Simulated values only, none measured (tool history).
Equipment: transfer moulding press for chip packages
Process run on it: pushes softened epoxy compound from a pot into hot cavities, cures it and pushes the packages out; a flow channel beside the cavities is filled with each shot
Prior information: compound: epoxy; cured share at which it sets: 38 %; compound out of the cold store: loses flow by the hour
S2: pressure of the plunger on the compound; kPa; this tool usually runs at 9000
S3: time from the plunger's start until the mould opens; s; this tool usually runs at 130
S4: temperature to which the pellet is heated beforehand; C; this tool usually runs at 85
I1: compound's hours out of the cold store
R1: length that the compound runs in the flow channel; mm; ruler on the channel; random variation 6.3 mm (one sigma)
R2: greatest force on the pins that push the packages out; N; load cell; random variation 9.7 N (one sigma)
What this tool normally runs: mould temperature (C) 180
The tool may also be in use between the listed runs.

run 1 hour=0 | mould_temperature_(C)=180 S2=9000 S3=130 S4=85 | I1=29 | R1=674 R2=642
run 2 hour=22 | mould_temperature_(C)=180 S2=9000 S3=130 S4=76 | I1=26.3 | R1=682 R2=509
run 3 hour=32 | mould_temperature_(C)=180 S2=9000 S3=130 S4=76 | I1=41.5 | R1=657 R2=558
run 4 hour=49.4 | mould_temperature_(C)=180 S2=9000 S3=130 S4=85 | I1=16.7 | R1=697 R2=651
run 5 hour=63.5 | mould_temperature_(C)=180 S2=9000 S3=120 S4=85 | I1=42.6 | R1=629 R2=509
run 6 hour=76.8 | mould_temperature_(C)=180 S2=9000 S3=130 S4=92 | I1=29.6 | R1=652 R2=551
run 7 hour=100 | mould_temperature_(C)=180 S2=9000 S3=130 S4=85 | I1=40.1 | R1=651 R2=632
run 8 hour=118.5 | mould_temperature_(C)=180 S2=9000 S3=130 S4=90 | I1=26.9 | R1=658 R2=472
run 9 hour=130 | mould_temperature_(C)=180 S2=9000 S3=130 S4=90 | I1=33.7 | R1=644 R2=541
run 10 hour=149.6 | mould_temperature_(C)=180 S2=9000 S3=130 S4=85 | I1=42 | R1=634 R2=627
run 11 hour=160.9 | mould_temperature_(C)=180 S2=9000 S3=130 S4=85 | I1=12.7 | R1=687 R2=704
run 12 hour=184.3 | mould_temperature_(C)=186 S2=6960 S3=165 S4=89 | I1=23.2 | R1=549 R2=417
run 13 hour=195 | mould_temperature_(C)=186 S2=6960 S3=165 S4=89 | I1=32.4 | R1=546 R2=468
run 14 hour=218.8 | mould_temperature_(C)=186 S2=6960 S3=165 S4=89 | I1=45.1 | R1=521 R2=522
run 15 hour=232.2 | mould_temperature_(C)=177 S2=8730 S3=165 S4=87 | I1=44.9 | R1=616 R2=437
run 16 hour=241.7 | mould_temperature_(C)=177 S2=8730 S3=165 S4=87 | I1=21.3 | R1=657 R2=501
run 17 hour=251.5 | mould_temperature_(C)=176 S2=10140 S3=140 S4=85 | I1=18.2 | R1=712 R2=716
run 18 hour=270 | mould_temperature_(C)=176 S2=10140 S3=140 S4=85 | I1=32.6 | R1=692 R2=731
run 19 hour=292.4 | mould_temperature_(C)=180 S2=7690 S3=138 S4=88 | I1=8.6 | R1=608 R2=523
run 20 hour=313.7 | mould_temperature_(C)=180 S2=7690 S3=138 S4=88 | I1=45.4 | R1=553 R2=583
run 21 hour=337.7 | mould_temperature_(C)=182 S2=9000 S3=158 S4=85 | I1=19.9 | R1=719 R2=430
run 22 hour=359.4 | mould_temperature_(C)=175 S2=9000 S3=119 S4=85 | I1=21 | R1=743 R2=1021

Taken out of this log: 10 entries between the listed runs. Where each belongs, and how the hidden state differs across it:
Run 1 -> run 2: cavities cleaned with cleaning compound and waxed (hour 12.2)
  true mould temperature over the reading, C: -0.15 -> -0.17; pressure that reaches the compound, % of what is set: 90.67 -> 89.78; grip of the stained cavities, % over clean ones': 44.8 -> 14.4
  the result without the hidden state subtracted from the measured one, R1: -33 -> -37 mm; R2: +202 -> +67 N
Run 4 -> run 5: cavities cleaned with cleaning compound and waxed (hour 63.5)
  true mould temperature over the reading, C: -0.2 -> -0.22; pressure that reaches the compound, % of what is set: 88.55 -> 88.02; grip of the stained cavities, % over clean ones': 41.8 -> 0.8
  the result without the hidden state subtracted from the measured one, R1: -42 -> -41 mm; R2: +198 -> +11 N
Run 6 -> run 7: mould's thermocouples calibrated (hour 79.9)
  true mould temperature over the reading, C: -0.23 -> -0.36; pressure that reaches the compound, % of what is set: 87.44 -> 86.53; grip of the stained cavities, % over clean ones': 17.8 -> 38.5
  the result without the hidden state subtracted from the measured one, R1: -44 -> -47 mm; R2: +88 -> +185 N
Run 7 -> run 8: cavities cleaned with cleaning compound and waxed (hour 117.2)
  true mould temperature over the reading, C: -0.36 -> -0.37; pressure that reaches the compound, % of what is set: 86.53 -> 85.81; grip of the stained cavities, % over clean ones': 38.5 -> 4.9
  the result without the hidden state subtracted from the measured one, R1: -47 -> -50 mm; R2: +185 -> +31 N
Run 11 -> run 12: cavities cleaned with cleaning compound and waxed (hour 168.9)
  true mould temperature over the reading, C: -0.42 -> -0.45; pressure that reaches the compound, % of what is set: 83.94 -> 82.99; grip of the stained cavities, % over clean ones': 46.8 -> 21.4
  the result without the hidden state subtracted from the measured one, R1: -60 -> -52 mm; R2: +233 -> +75 N
Run 13 -> run 14: mould's thermocouples calibrated, once more (hour 205.3)
  true mould temperature over the reading, C: -0.46 -> -0.04; pressure that reaches the compound, % of what is set: 82.53 -> 81.58; grip of the stained cavities, % over clean ones': 32.7 -> 49.2
  the result without the hidden state subtracted from the measured one, R1: -53 -> -55 mm; R2: +115 -> +173 N
Run 14 -> run 15: cavities cleaned with cleaning compound and waxed (hour 222.4)
  true mould temperature over the reading, C: -0.04 -> -0.05; pressure that reaches the compound, % of what is set: 81.58 -> 81.08; grip of the stained cavities, % over clean ones': 49.2 -> 15.3
  the result without the hidden state subtracted from the measured one, R1: -55 -> -68 mm; R2: +173 -> +59 N
Run 18 -> run 19: cavities cleaned with cleaning compound and waxed (hour 274.4)
  true mould temperature over the reading, C: -0.1 -> -0.12; pressure that reaches the compound, % of what is set: 79.44 -> 78.55; grip of the stained cavities, % over clean ones': 49.7 -> 23.5
  the result without the hidden state subtracted from the measured one, R1: -83 -> -77 mm; R2: +247 -> +100 N
Run 20 -> run 21: cavities cleaned with cleaning compound and waxed (hour 326.3); plunger's sealing rings changed (hour 334.3)
  true mould temperature over the reading, C: -0.14 -> -0.17; pressure that reaches the compound, % of what is set: 77.62 -> 99.48; grip of the stained cavities, % over clean ones': 42.1 -> 14.4
  the result without the hidden state subtracted from the measured one, R1: -74 -> -1 mm; R2: +178 -> +55 N

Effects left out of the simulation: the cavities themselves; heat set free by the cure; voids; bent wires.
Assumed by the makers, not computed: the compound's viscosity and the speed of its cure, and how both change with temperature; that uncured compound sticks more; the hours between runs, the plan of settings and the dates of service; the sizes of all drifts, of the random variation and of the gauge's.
